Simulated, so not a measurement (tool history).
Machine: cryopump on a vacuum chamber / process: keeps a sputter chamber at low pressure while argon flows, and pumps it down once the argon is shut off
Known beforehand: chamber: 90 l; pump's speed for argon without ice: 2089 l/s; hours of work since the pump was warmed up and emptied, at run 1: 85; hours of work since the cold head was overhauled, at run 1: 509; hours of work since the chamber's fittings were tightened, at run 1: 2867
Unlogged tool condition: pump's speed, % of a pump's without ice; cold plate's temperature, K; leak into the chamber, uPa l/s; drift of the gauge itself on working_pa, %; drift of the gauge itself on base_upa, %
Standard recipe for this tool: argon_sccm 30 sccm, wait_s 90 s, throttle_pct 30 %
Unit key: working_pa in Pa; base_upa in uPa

run	day	argon_sccm	wait_s	throttle_pct	hours of work since the pump was warmed up and emptied	hours of work since the cold head was overhauled	hours of work since the chamber's fittings were tightened	working_pa	base_upa
1	0	30	90	30	85	509	2867	0.083	1.63
# day 0.8: leaking fittings of the chamber tightened, without venting
2	0.933	31	90	30	94	519	2	0.0859	0.9
3	2.004	30	90	30	107	531	14	0.0826	0.9
4	2.996	30	90	30	118	542	25	0.0844	0.91
5	4.458	30	28	30	134	559	42	0.084	2.45
6	5.617	30	28	30	148	572	55	0.0848	2.58
7	7.075	30	28	30	164	589	71	0.0847	2.54
8	8.262	30	28	30	178	602	85	0.0846	2.48
9	9.046	30	28	30	187	611	94	0.085	2.48
10	9.979	30	28	30	197	622	104	0.0859	2.56
11	10.9	30	90	30	208	632	115	0.0864	0.96
12	11.838	30	90	30	218	643	125	0.0868	0.93
13	12.938	30	168	30	231	655	138	0.0875	0.62
14	13.704	30	168	30	239	664	147	0.0874	0.61
15	15.229	30	90	56	257	681	164	0.0502	0.99
16	16.471	30	90	56	271	695	178	0.0493	0.97
17	17.954	30	90	30	288	712	195	0.0872	1
18	18.971	30	82	34	299	724	206	0.08	1.02
19	20.608	30	90	23	318	742	225	0.1153	1.04
20	21.796	39	84	16	331	756	238	0.2114	1.06
21	22.858	39	84	16	343	768	250	0.2084	1.07
22	23.529	39	84	16	351	775	258	0.2114	1.05
23	24.246	25	170	47	359	784	266	0.0521	0.72
24	25.4	25	77	24	372	797	279	0.0939	1.18
25	26.429	24	83	34	384	808	291	0.0667	1.11
26	27.633	22	83	34	398	822	305	0.0615	1.17
# day 28.308: pump warmed up, emptied and cooled again
27	29.379	22	83	34	12	840	322	0.0526	1.01
28	30.804	33	83	33	28	856	338	0.0824	1.03
29	32.4	30	24	35	46	874	356	0.0708	3
30	33.275	30	38	58	56	884	366	0.0435	2
31	34.029	30	38	58	65	892	375	0.0451	1.95
32	35.367	17	107	30	80	908	390	0.0461	0.89
33	36.125	12	153	38	89	916	399	0.0263	0.65

Alternative continuations, all from the tool just after run 33; predict every row:
A	37.05	30	85	28	99	927	409	?	?
B	37.05	12	55	53	99	927	409	?	?
C	37.05	56	23	38	99	927	409	?	?
D	37.05	30	191	53	99	927	409	?	?

run	working_pa	base_upa
A	0.0892	1.07
B	0.0186	1.38
C	0.1238	3.1
D	0.0486	0.65
With the hidden condition removed and each run's random variation left untouched, the same runs would have given:
run	working_pa	base_upa
A	0.0866	0.95
B	0.0175	1.26
C	0.119	2.97
D	0.046	0.52
